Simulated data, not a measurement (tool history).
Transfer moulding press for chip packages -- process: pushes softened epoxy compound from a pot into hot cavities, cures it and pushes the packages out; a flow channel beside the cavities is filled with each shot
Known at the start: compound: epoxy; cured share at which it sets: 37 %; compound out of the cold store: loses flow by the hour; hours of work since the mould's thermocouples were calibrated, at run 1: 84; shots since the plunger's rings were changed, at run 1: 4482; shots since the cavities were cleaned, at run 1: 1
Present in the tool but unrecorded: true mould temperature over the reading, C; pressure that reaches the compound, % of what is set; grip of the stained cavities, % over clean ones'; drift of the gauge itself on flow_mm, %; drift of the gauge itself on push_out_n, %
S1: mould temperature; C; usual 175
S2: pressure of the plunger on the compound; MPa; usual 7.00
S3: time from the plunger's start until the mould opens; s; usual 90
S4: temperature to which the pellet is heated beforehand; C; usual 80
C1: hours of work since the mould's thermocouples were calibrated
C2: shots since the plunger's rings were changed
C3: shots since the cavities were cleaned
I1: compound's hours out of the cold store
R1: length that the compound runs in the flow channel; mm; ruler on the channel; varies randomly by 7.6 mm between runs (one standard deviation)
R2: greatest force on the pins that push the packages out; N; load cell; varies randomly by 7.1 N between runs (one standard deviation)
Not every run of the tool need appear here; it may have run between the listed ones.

run 1 day=0.000 | S1=175 S2=7.00 S3=90 S4=80 | C1=84 C2=4482 C3=1 | I1=25.2 | R1=793 R2=317
run 2 day=1.754 | S1=175 S2=7.00 S3=90 S4=80 | C1=113 C2=5038 C3=557 | I1=23.5 | R1=785 R2=479
-- day=2.721 cavities cleaned with cleaning compound and waxed
run 3 day=4.179 | S1=175 S2=7.00 S3=100 S4=80 | C1=150 C2=5789 C3=463 | I1=29.3 | R1=751 R2=556
-- day=5.479 cavities cleaned with cleaning compound and waxed
run 4 day=6.450 | S1=175 S2=7.00 S3=100 S4=80 | C1=186 C2=6491 C3=309 | I1=13.8 | R1=787 R2=407
-- day=7.646 plunger's sealing rings changed
-- day=8.312 cavities cleaned with cleaning compound and waxed
run 5 day=8.771 | S1=175 S2=7.00 S3=100 S4=80 | C1=220 C2=337 C3=146 | I1=24.4 | R1=841 R2=357
run 6 day=10.308 | S1=175 S2=7.00 S3=100 S4=80 | C1=245 C2=827 C3=636 | I1=23.9 | R1=847 R2=454
-- day=10.942 cavities cleaned with cleaning compound and waxed
run 7 day=11.975 | S1=175 S2=6.00 S3=90 S4=80 | C1=271 C2=1335 C3=327 | I1=42.7 | R1=738 R2=426
-- day=13.562 cavities cleaned with cleaning compound and waxed
run 8 day=13.746 | S1=175 S2=6.00 S3=90 S4=80 | C1=298 C2=1878 C3=58 | I1=28.9 | R1=752 R2=327
-- day=15.783 cavities cleaned with cleaning compound and waxed, once more
run 9 day=16.050 | S1=175 S2=7.00 S3=90 S4=89 | C1=334 C2=2589 C3=84 | I1=25.6 | R1=822 R2=346
run 10 day=17.750 | S1=175 S2=7.00 S3=90 S4=80 | C1=362 C2=3130 C3=625 | I1=38.6 | R1=777 R2=509
-- day=18.458 cavities cleaned with cleaning compound and waxed
run 11 day=19.675 | S1=170 S2=7.00 S3=90 S4=80 | C1=392 C2=3722 C3=387 | I1=22.9 | R1=815 R2=535
-- day=21.104 cavities cleaned with cleaning compound and waxed
run 12 day=21.508 | S1=170 S2=7.00 S3=90 S4=80 | C1=420 C2=4284 C3=129 | I1=36.6 | R1=778 R2=409
run 13 day=23.308 | S1=175 S2=7.00 S3=90 S4=80 | C1=449 C2=4856 C3=701 | I1=25.5 | R1=786 R2=514
-- day=23.842 cavities cleaned with cleaning compound and waxed
run 14 day=24.617 | S1=175 S2=7.00 S3=90 S4=80 | C1=469 C2=5251 C3=246 | I1=22.8 | R1=784 R2=402
-- day=25.729 mould's thermocouples calibrated
run 15 day=25.729 | S1=180 S2=8.37 S3=90 S4=80 | C1=0 C2=5578 C3=573 | I1=27.0 | R1=815 R2=465
-- day=26.592 cavities cleaned with cleaning compound and waxed
run 16 day=27.879 | S1=175 S2=6.38 S3=114 S4=80 | C1=34 C2=6241 C3=408 | I1=41.7 | R1=689 R2=419
-- day=29.217 cavities cleaned with cleaning compound and waxed
-- day=29.883 plunger's sealing rings changed
run 17 day=29.988 | S1=175 S2=6.38 S3=108 S4=87 | C1=65 C2=33 C3=212 | I1=26.5 | R1=813 R2=374
-- day=31.950 cavities cleaned with cleaning compound and waxed
run 18 day=32.300 | S1=181 S2=5.21 S3=75 S4=78 | C1=101 C2=748 C3=112 | I1=19.5 | R1=732 R2=351
-- day=34.588 cavities cleaned with cleaning compound and waxed
run 19 day=34.588 | S1=180 S2=6.00 S3=97 S4=84 | C1=137 C2=1454 C3=0 | I1=42.5 | R1=719 R2=274
run 20 day=36.067 | S1=180 S2=6.00 S3=97 S4=84 | C1=160 C2=1924 C3=470 | I1=39.0 | R1=727 R2=457
-- day=37.350 cavities cleaned with cleaning compound and waxed
run 21 day=37.567 | S1=179 S2=7.00 S3=90 S4=80 | C1=183 C2=2381 C3=70 | I1=9.5 | R1=847 R2=317
run 22 day=39.842 | S1=175 S2=7.00 S3=90 S4=85 | C1=220 C2=3103 C3=792 | I1=29.0 | R1=791 R2=508
-- day=40.125 cavities cleaned with cleaning compound and waxed
run 23 day=41.158 | S1=175 S2=7.00 S3=90 S4=85 | C1=240 C2=3501 C3=328 | I1=39.3 | R1=768 R2=445
-- day=42.775 cavities cleaned with cleaning compound and waxed
run 24 day=43.154 | S1=175 S2=8.15 S3=100 S4=80 | C1=271 C2=4115 C3=120 | I1=41.2 | R1=816 R2=357
run 25 day=45.125 | S1=167 S2=7.54 S3=74 S4=85 | C1=303 C2=4741 C3=746 | I1=14.9 | R1=862 R2=1044
-- day=45.404 cavities cleaned with cleaning compound and waxed
run 26 day=46.238 | S1=174 S2=8.24 S3=74 S4=85 | C1=320 C2=5075 C3=265 | I1=18.8 | R1=855 R2=523
run 27 day=47.721 | S1=175 S2=8.25 S3=90 S4=77 | C1=343 C2=5546 C3=736 | I1=39.4 | R1=800 R2=503

Results for each run, recomputed without the tool's hidden state and with each run's random variation untouched:
run=1 R1=856 R2=315
run=2 R1=858 R2=289
run=3 R1=833 R2=284
run=4 R1=886 R2=280
run=5 R1=849 R2=285
run=6 R1=863 R2=262
run=7 R1=758 R2=288
run=8 R1=780 R2=300
run=9 R1=864 R2=297
run=10 R1=826 R2=303
run=11 R1=877 R2=358
run=12 R1=847 R2=347
run=13 R1=866 R2=293
run=14 R1=871 R2=289
run=15 R1=908 R2=277
run=16 R1=780 R2=270
run=17 R1=814 R2=277
run=18 R1=742 R2=288
run=19 R1=739 R2=271
run=20 R1=753 R2=280
run=21 R1=887 R2=277
run=22 R1=839 R2=288
run=23 R1=821 R2=301
run=24 R1=883 R2=288
run=25 R1=947 R2=618
run=26 R1=945 R2=380
run=27 R1=892 R2=287
